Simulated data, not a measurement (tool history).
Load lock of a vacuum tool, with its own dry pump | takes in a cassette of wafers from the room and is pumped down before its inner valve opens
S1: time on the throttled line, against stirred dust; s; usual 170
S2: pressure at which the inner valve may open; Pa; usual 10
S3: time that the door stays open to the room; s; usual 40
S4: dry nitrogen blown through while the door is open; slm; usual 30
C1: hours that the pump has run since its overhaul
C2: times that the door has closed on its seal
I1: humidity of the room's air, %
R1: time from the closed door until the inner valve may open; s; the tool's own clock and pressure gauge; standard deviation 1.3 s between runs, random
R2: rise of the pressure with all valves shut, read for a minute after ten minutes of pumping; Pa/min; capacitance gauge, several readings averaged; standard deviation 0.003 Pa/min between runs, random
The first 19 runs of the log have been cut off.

run    hour   S1  S2   S3  S4     C1     C2    I1     R1     R2
 20  5499.4  142   7  146  30  14614  25961  49.8  237.8  0.201
 21  5869.9  142   7  146  30  14984  27027  44.5    238  0.202
 22  6143.8  170  10   98   9  15258  27815  48.5  257.1  0.215
     6317.1  -- dry pump taken out, an overhauled one fitted
 23  6337.4  170  10   98   9     20  28354  45.7  243.6   0.22
 24  6723.7  303  13  107   5    407  29465  42.9  354.5  0.236
 25    6916  303  13  107   5    599  30018  44.1  358.8  0.247
 26  7199.6  303  13  107   5    883  30834  44.5  354.6  0.251
 27  7459.8  303  13  107   5   1143  31582  43.6    355  0.266
 28  7735.4  303  13  107   5   1418  32375  41.9    352  0.259
 29  7969.5  170  16  116  19   1652  33048  45.3  241.3  0.253
 30  8175.8   85  16   71  19   1859  33642  45.5  166.8  0.254

Branching from run 30: 5 alternative next runs. What would each branch give?
  A  8486  122  16  152  19  2169  34534    44   ?   ?
  B  8486  109  16   34  37  2169  34534  47.5   ?   ?
  C  8486   85  16  121  13  2169  34534  43.3   ?   ?
  D  8486  114  10  220   4  2169  34534  44.5   ?   ?
  E  8486  188  16   36  19  2169  34534  41.8   ?   ?

run     R1     R2
  A  202.7  0.282
  B    189  0.254
  C  167.7  0.281
  D  199.1  0.328
  E  257.8  0.251
Without the tool's unlogged condition, the same runs would have read:
run     R1     R2
  A  202.1  0.046
  B  188.2  0.016
  C  166.9  0.045
  D  198.5  0.092
  E  257.1  0.015
